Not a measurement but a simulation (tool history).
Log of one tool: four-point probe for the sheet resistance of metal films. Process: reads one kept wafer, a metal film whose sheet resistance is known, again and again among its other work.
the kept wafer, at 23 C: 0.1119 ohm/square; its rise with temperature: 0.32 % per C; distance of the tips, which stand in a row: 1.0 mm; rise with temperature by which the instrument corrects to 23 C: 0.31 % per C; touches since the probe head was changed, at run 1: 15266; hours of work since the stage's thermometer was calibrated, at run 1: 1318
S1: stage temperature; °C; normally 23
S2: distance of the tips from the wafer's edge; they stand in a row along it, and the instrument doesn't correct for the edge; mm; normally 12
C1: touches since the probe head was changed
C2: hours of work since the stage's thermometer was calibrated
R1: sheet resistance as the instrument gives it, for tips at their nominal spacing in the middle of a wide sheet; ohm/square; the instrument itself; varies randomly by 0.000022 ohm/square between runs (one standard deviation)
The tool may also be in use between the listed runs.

run,hour,S1,S2,C1,C2,R1
1,0,23,12,15266,1318,0.112164
2,13.9,23,17,15579,1324,0.111918
3,28.9,23,17,15914,1330,0.111944
4,42.7,23,17,16225,1337,0.111954
5,53.3,21,12,16461,1341,0.112136
6,66.6,21,12,16761,1347,0.112103
7,79.8,21,12,17058,1353,0.112156
8,96.4,23,6,17430,1361,0.113336
9,112.2,23,6,17783,1368,0.113381
10,125.5,23,12,18081,1374,0.112168
11,133.6,23,12,18264,1377,0.1122
12,149.3,23,14,18617,1384,0.112057
13,164.7,23,14,18963,1391,0.11208
14,182,23,12,19351,1399,0.11219
15,193.4,23,12,19605,1404,0.11219
16,207.8,23,7,19928,1411,0.112978
17,216.4,19,12,20123,1414,0.112124
18,232.8,19,12,20490,1422,0.112133
19,241.8,19,12,20693,1426,0.112129
20,257.8,19,12,21051,1433,0.112173
21,272.2,23,12,21374,1439,0.112198
22,280.6,23,31,21562,1443,0.111806
23,294,20,4,21864,1449,0.115357
24,301.5,19,5,22031,1453,0.114074
25,311.6,19,5,22258,1457,0.114069
26,320,26,5,22445,1461,0.114169
27,331.7,26,12,22708,1466,0.112226
# hour 333.5: stage's thermometer calibrated
28,346.9,25,4,23039,6,0.115358
29,363,31,28,23399,13,0.111861
30,373.1,20,6,23627,18,0.113286
31,387.1,20,6,23940,24,0.11328
32,399.7,20,6,24223,30,0.113255
33,408.3,20,6,24416,33,0.113282
# hour 418.8: stage's thermometer calibrated, once more
34,419,20,6,24645,0,0.113657
35,430.7,20,4,24908,5,0.115651
36,445.6,20,4,25241,12,0.115623
37,462.4,20,4,25618,19,0.115622
38,476,20,4,25924,26,0.115631
39,493.1,20,4,26308,33,0.11562
40,501.2,20,4,26491,37,0.115654
41,508.8,34,60,26660,40,0.112262
42,520.7,24,3,26926,46,0.118358
43,532.2,21,3,27185,51,0.118315
44,549.8,28,9,27579,59,0.112869

Forecast each of these 5 alternatives for the next run:
A,557.2,34,6,27745,62,?
B,557.2,20,19,27745,62,?
C,557.2,26,8,27745,62,?
D,557.2,25,7,27745,62,?
E,557.2,22,12,27745,62,?

run,R1
A,0.113892
B,0.112172
C,0.113047
D,0.113311
E,0.112424
With the hidden condition removed and each run's random variation left untouched, the same runs would have given:
run,R1
A,0.113732
B,0.112014
C,0.112887
D,0.113152
E,0.112266
